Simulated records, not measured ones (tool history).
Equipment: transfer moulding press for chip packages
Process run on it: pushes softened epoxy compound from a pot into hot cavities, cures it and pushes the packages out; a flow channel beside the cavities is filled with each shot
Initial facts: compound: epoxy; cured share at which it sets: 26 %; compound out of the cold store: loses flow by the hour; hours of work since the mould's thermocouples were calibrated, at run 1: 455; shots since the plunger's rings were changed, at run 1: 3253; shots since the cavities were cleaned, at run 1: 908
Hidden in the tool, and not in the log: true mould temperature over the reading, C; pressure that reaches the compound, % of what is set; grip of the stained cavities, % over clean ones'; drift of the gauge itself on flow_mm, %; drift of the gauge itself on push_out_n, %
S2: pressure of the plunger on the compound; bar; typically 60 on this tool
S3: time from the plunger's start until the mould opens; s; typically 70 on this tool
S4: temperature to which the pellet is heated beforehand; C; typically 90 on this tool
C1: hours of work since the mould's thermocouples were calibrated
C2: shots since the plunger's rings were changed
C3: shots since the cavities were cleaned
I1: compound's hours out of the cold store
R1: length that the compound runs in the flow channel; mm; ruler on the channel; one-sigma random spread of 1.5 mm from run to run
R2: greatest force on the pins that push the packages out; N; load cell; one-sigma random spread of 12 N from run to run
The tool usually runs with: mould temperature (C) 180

{"run": 1, "hour": 0.0, "mould temperature (C)": 180, "S2": 60, "S3": 70, "S4": 90, "C1": 455, "C2": 3253, "C3": 908, "I1": 17, "R1": 577, "R2": 548}
{"hour": 16.1, "done": "cavities cleaned with cleaning compound and waxed"}
{"run": 2, "hour": 40.7, "mould temperature (C)": 180, "S2": 60, "S3": 70, "S4": 90, "C1": 472, "C2": 3629, "C3": 235, "I1": 37.8, "R1": 536, "R2": 560}
{"hour": 99.2, "done": "plunger's sealing rings changed"}
{"run": 3, "hour": 107.6, "mould temperature (C)": 180, "S2": 60, "S3": 70, "S4": 90, "C1": 501, "C2": 81, "C3": 855, "I1": 46.8, "R1": 515, "R2": 534}
{"hour": 131.6, "done": "cavities cleaned with cleaning compound and waxed"}
{"run": 4, "hour": 158.3, "mould temperature (C)": 180, "S2": 60, "S3": 70, "S4": 90, "C1": 523, "C2": 554, "C3": 257, "I1": 13.4, "R1": 587, "R2": 543}
{"run": 5, "hour": 202.6, "mould temperature (C)": 180, "S2": 60, "S3": 70, "S4": 90, "C1": 543, "C2": 980, "C3": 683, "I1": 29, "R1": 552, "R2": 551}
{"hour": 244.6, "done": "cavities cleaned with cleaning compound and waxed"}
{"run": 6, "hour": 247.0, "mould temperature (C)": 180, "S2": 60, "S3": 70, "S4": 90, "C1": 562, "C2": 1392, "C3": 24, "I1": 14.6, "R1": 583, "R2": 550}
{"run": 7, "hour": 312.8, "mould temperature (C)": 184, "S2": 48.2, "S3": 70, "S4": 91, "C1": 591, "C2": 2024, "C3": 656, "I1": 22.5, "R1": 504, "R2": 450}
{"hour": 358.1, "done": "cavities cleaned with cleaning compound and waxed"}
{"run": 8, "hour": 374.6, "mould temperature (C)": 177, "S2": 48.2, "S3": 54, "S4": 91, "C1": 618, "C2": 2604, "C3": 159, "I1": 22.8, "R1": 510, "R2": 1254}
{"run": 9, "hour": 426.4, "mould temperature (C)": 177, "S2": 48.2, "S3": 54, "S4": 91, "C1": 642, "C2": 3102, "C3": 657, "I1": 35.2, "R1": 487, "R2": 1202}
{"run": 10, "hour": 459.6, "mould temperature (C)": 180, "S2": 65.1, "S3": 57, "S4": 98, "C1": 657, "C2": 3421, "C3": 976, "I1": 27.1, "R1": 580, "R2": 894}
{"hour": 473.4, "done": "cavities cleaned with cleaning compound and waxed"}
{"run": 11, "hour": 526.1, "mould temperature (C)": 180, "S2": 59.5, "S3": 57, "S4": 93, "C1": 686, "C2": 4045, "C3": 506, "I1": 23.3, "R1": 562, "R2": 894}

Per-run results on a tool with no hidden state, each run keeping its own random variation:
run=1 R2=542
run=2 R2=557
run=3 R2=528
run=4 R2=540
run=5 R2=545
run=6 R2=549
run=7 R2=445
run=8 R2=1249
run=9 R2=1189
run=10 R2=883
run=11 R2=886
R1: as measured in every run.
